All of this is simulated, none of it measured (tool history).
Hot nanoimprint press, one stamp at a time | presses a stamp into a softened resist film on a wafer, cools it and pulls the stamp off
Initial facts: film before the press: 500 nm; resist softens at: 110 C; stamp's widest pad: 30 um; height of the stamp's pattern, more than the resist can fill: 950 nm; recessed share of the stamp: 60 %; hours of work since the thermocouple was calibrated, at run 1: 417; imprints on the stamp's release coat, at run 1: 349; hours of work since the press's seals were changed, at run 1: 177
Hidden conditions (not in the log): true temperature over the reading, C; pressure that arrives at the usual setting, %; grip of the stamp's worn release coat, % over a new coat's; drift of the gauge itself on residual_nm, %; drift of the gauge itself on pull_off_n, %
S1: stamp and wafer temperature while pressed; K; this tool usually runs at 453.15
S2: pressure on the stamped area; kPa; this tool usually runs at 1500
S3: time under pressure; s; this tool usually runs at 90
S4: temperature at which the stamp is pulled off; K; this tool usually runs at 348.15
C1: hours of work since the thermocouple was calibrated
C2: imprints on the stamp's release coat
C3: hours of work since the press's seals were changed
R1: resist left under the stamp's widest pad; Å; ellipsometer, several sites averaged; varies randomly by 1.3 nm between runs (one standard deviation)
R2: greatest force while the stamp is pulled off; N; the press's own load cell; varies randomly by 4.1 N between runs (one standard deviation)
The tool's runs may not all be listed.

run   hour      S1    S2   S3      S4   C1    C2   C3    R1   R2
  1    0.0  453.15  1500   90  348.15  417   349  177  1966  200
  2   23.3  453.15  1500  161  348.15  431   433  191  1590  196
  3   52.8  453.15  1500   90  348.15  449   539  209  1966  204
  4   76.9  453.15  1010   90  348.15  464   626  224  2459  197
  5   92.2  453.15  1010   90  348.15  473   681  233  2440  203
  6  123.6  453.15  1010   90  348.15  492   794  252  2444  204
     129.6  -- plate thermocouple calibrated
  7  152.3  453.15  1010   90  348.15   14   887  268  2439  201
  8  172.6  453.15  1500   90  340.15   26   960  280  1970  239
  9  195.9  453.15  2110   90  340.15   40  1044  294  1648  245
 10  224.2  453.15  1500   90  348.15   57  1146  311  1984  198
 11  253.2  453.15  1500   90  348.15   75  1251  329  1977  202
 12  280.7  453.15  1500   90  348.15   92  1350  346  1986  199
 13  312.7  453.15  1500   90  343.15  111  1465  365  1980  227
 14  344.7  445.15  1500   90  348.15  131  1580  384  2809  202
     362.0  -- stamp cleaned and given a new release coat
 15  374.1  453.15  1500   90  341.15  145    44  399  1989  228
 16  402.2  443.15  1500  112  355.15  162   145  416  2895  159
 17  431.7  453.15  1080   90  348.15  180   251  434  2371  201
 18  461.5  453.15  1080   90  348.15  198   358  452  2376  194
 19  484.9  454.15  1500   50  348.15  212   443  466  2325  192
 20  505.1  448.15  1940   90  344.15  224   516  478  2175  215

Run 21, settings as shown, results not yet in. Your forecast:
 21  520.4  448.15  1940  90  344.15  234  570  487   ?   ?

{"run 21": {"R1": 2167, "R2": 224}}
Were there no unlogged condition in the tool, this run, its random variation unchanged, would have produced R1 2165 Å, R2 224 N.
